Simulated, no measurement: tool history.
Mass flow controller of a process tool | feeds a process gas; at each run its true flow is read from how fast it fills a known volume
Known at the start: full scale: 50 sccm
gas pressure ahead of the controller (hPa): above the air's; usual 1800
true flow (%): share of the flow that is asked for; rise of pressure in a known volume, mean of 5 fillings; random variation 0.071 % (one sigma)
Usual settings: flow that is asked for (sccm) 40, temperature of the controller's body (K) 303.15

| run | hour | flow that is asked for (sccm) | gas pressure ahead of the controller (hPa) | temperature of the controller's body (K) | true flow (%) |
|---|---|---|---|---|---|
| 1 | 0.0 | 40 | 1800 | 303.15 | 99.01 |
| 2 | 129.7 | 40 | 1800 | 303.15 | 98.95 |
| 3 | 373.4 | 40 | 1800 | 303.15 | 98.87 |
| 4 | 584.7 | 40 | 1800 | 303.15 | 98.96 |
| 5 | 825.8 | 40 | 1640 | 303.15 | 98.99 |
| 6 | 1054.9 | 40 | 1800 | 303.15 | 98.78 |
| 7 | 1244.8 | 40 | 1800 | 303.15 | 98.79 |
| 8 | 1371.7 | 40 | 1800 | 303.15 | 98.61 |
| 9 | 1620.6 | 40 | 1800 | 303.15 | 98.64 |
| 10 | 1742.2 | 40 | 1800 | 303.15 | 98.72 |
| 11 | 1959.9 | 7 | 1800 | 311.15 | 100.62 |
| 12 | 2128.5 | 9 | 2230 | 303.15 | 98.91 |
| 13 | 2309.1 | 10 | 1970 | 298.15 | 98.35 |
| 14 | 2486.8 | 10 | 1970 | 298.15 | 98.26 |
| 15 | 2664.6 | 10 | 1970 | 298.15 | 98.44 |
| 16 | 2868.7 | 40 | 2160 | 308.15 | 98.58 |
| 17 | 2983.8 | 37 | 1900 | 302.15 | 98.18 |
| 18 | 3233.6 | 40 | 1420 | 303.15 | 98.43 |
| 19 | 3369.9 | 17 | 2670 | 303.15 | 97.78 |

Hidden state or all else? Some run-to-run changes of true flow (%), split into what the settings, what came in and random variation would give without the hidden state, and what is left for the hidden state (with any gauge scatter that isn't in both results):
The hidden state here: flow at rest that the sensor doesn't see, % of full scale; true flow over the shown one, %; drift of the gauge itself on true_pct, %.
Run 10 -> 11: flow that is asked for (sccm) 40 -> 7, temperature of the controller's body (K) 303.15 -> 311.15. true flow (%) +1.90: hidden state +2.84, all else -0.94.
